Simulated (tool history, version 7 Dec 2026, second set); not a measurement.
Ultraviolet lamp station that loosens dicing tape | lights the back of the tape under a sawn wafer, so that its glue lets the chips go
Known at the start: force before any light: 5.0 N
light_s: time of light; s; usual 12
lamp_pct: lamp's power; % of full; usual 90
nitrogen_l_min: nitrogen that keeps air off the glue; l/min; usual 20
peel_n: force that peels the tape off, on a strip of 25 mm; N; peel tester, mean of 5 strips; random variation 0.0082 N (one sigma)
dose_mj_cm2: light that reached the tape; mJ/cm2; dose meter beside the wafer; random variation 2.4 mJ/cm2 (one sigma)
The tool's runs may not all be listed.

run 1 hour=0 | light_s=12 lamp_pct=90 nitrogen_l_min=20 | peel_n=0.316 dose_mj_cm2=268
-- hour=23.6 window cleaned of glue's vapour
run 2 hour=23.6 | light_s=12 lamp_pct=90 nitrogen_l_min=20 | peel_n=0.332 dose_mj_cm2=266
run 3 hour=45.1 | light_s=12 lamp_pct=90 nitrogen_l_min=20 | peel_n=0.314 dose_mj_cm2=265
run 4 hour=63.1 | light_s=9 lamp_pct=90 nitrogen_l_min=20 | peel_n=0.521 dose_mj_cm2=201
run 5 hour=86.3 | light_s=9 lamp_pct=90 nitrogen_l_min=20 | peel_n=0.523 dose_mj_cm2=199
run 6 hour=113.4 | light_s=9 lamp_pct=90 nitrogen_l_min=20 | peel_n=0.523 dose_mj_cm2=197
run 7 hour=142.3 | light_s=9 lamp_pct=90 nitrogen_l_min=20 | peel_n=0.522 dose_mj_cm2=200
run 8 hour=164.3 | light_s=9 lamp_pct=90 nitrogen_l_min=20 | peel_n=0.503 dose_mj_cm2=197
run 9 hour=197.6 | light_s=9 lamp_pct=90 nitrogen_l_min=20 | peel_n=0.536 dose_mj_cm2=202
run 10 hour=228.8 | light_s=9 lamp_pct=90 nitrogen_l_min=20 | peel_n=0.53 dose_mj_cm2=200
-- hour=236.9 lamp changed
run 11 hour=247.9 | light_s=9 lamp_pct=90 nitrogen_l_min=20 | peel_n=0.53 dose_mj_cm2=200
run 12 hour=277.5 | light_s=9 lamp_pct=90 nitrogen_l_min=20 | peel_n=0.527 dose_mj_cm2=198
run 13 hour=292.8 | light_s=9 lamp_pct=90 nitrogen_l_min=20 | peel_n=0.527 dose_mj_cm2=197
run 14 hour=317.9 | light_s=9 lamp_pct=90 nitrogen_l_min=20 | peel_n=0.513 dose_mj_cm2=201
run 15 hour=343.1 | light_s=9 lamp_pct=90 nitrogen_l_min=20 | peel_n=0.509 dose_mj_cm2=197
run 16 hour=364.8 | light_s=9 lamp_pct=92 nitrogen_l_min=20 | peel_n=0.513 dose_mj_cm2=208
run 17 hour=392.3 | light_s=9 lamp_pct=92 nitrogen_l_min=20 | peel_n=0.519 dose_mj_cm2=207
run 18 hour=411.2 | light_s=9 lamp_pct=92 nitrogen_l_min=20 | peel_n=0.512 dose_mj_cm2=202
run 19 hour=429.2 | light_s=11 lamp_pct=73 nitrogen_l_min=20 | peel_n=0.535 dose_mj_cm2=200
run 20 hour=446.8 | light_s=12 lamp_pct=65 nitrogen_l_min=18 | peel_n=0.616 dose_mj_cm2=194
run 21 hour=473.4 | light_s=20 lamp_pct=65 nitrogen_l_min=8 | peel_n=0.443 dose_mj_cm2=321
run 22 hour=504.3 | light_s=12 lamp_pct=90 nitrogen_l_min=7 | peel_n=0.672 dose_mj_cm2=266
-- hour=509.6 window cleaned of glue's vapour
run 23 hour=525.4 | light_s=12 lamp_pct=90 nitrogen_l_min=15 | peel_n=0.396 dose_mj_cm2=267
run 24 hour=552.2 | light_s=7 lamp_pct=90 nitrogen_l_min=23 | peel_n=0.728 dose_mj_cm2=149
run 25 hour=573.5 | light_s=17 lamp_pct=88 nitrogen_l_min=11 | peel_n=0.284 dose_mj_cm2=366
run 26 hour=596.4 | light_s=12 lamp_pct=90 nitrogen_l_min=19 | peel_n=0.321 dose_mj_cm2=265
run 27 hour=613.3 | light_s=12 lamp_pct=90 nitrogen_l_min=19 | peel_n=0.32 dose_mj_cm2=269
run 28 hour=635.8 | light_s=12 lamp_pct=90 nitrogen_l_min=19 | peel_n=0.333 dose_mj_cm2=266
run 29 hour=658.7 | light_s=12 lamp_pct=90 nitrogen_l_min=19 | peel_n=0.328 dose_mj_cm2=267
run 30 hour=678.7 | light_s=14 lamp_pct=61 nitrogen_l_min=24 | peel_n=0.404 dose_mj_cm2=213
run 31 hour=705.8 | light_s=14 lamp_pct=61 nitrogen_l_min=24 | peel_n=0.416 dose_mj_cm2=210
run 32 hour=724.3 | light_s=12 lamp_pct=90 nitrogen_l_min=20 | peel_n=0.308 dose_mj_cm2=265
run 33 hour=748 | light_s=12 lamp_pct=69 nitrogen_l_min=19 | peel_n=0.512 dose_mj_cm2=204
run 34 hour=780.1 | light_s=12 lamp_pct=69 nitrogen_l_min=19 | peel_n=0.495 dose_mj_cm2=200
run 35 hour=804.2 | light_s=6 lamp_pct=86 nitrogen_l_min=28 | peel_n=0.881 dose_mj_cm2=125

Forecast each of these 3 alternatives for the next run:
run A hour=838.5 | light_s=6 lamp_pct=86 nitrogen_l_min=8 | peel_n=? dose_mj_cm2=?
run B hour=838.5 | light_s=9 lamp_pct=90 nitrogen_l_min=20 | peel_n=? dose_mj_cm2=?
run C hour=838.5 | light_s=10 lamp_pct=68 nitrogen_l_min=39 | peel_n=? dose_mj_cm2=?

run=A peel_n=1.736 dose_mj_cm2=126
run=B peel_n=0.507 dose_mj_cm2=202
run=C peel_n=0.472 dose_mj_cm2=169
Without the tool's hidden state the same runs would have given:
run=A peel_n=1.733 dose_mj_cm2=126
run=B peel_n=0.505 dose_mj_cm2=203
run=C peel_n=0.471 dose_mj_cm2=169

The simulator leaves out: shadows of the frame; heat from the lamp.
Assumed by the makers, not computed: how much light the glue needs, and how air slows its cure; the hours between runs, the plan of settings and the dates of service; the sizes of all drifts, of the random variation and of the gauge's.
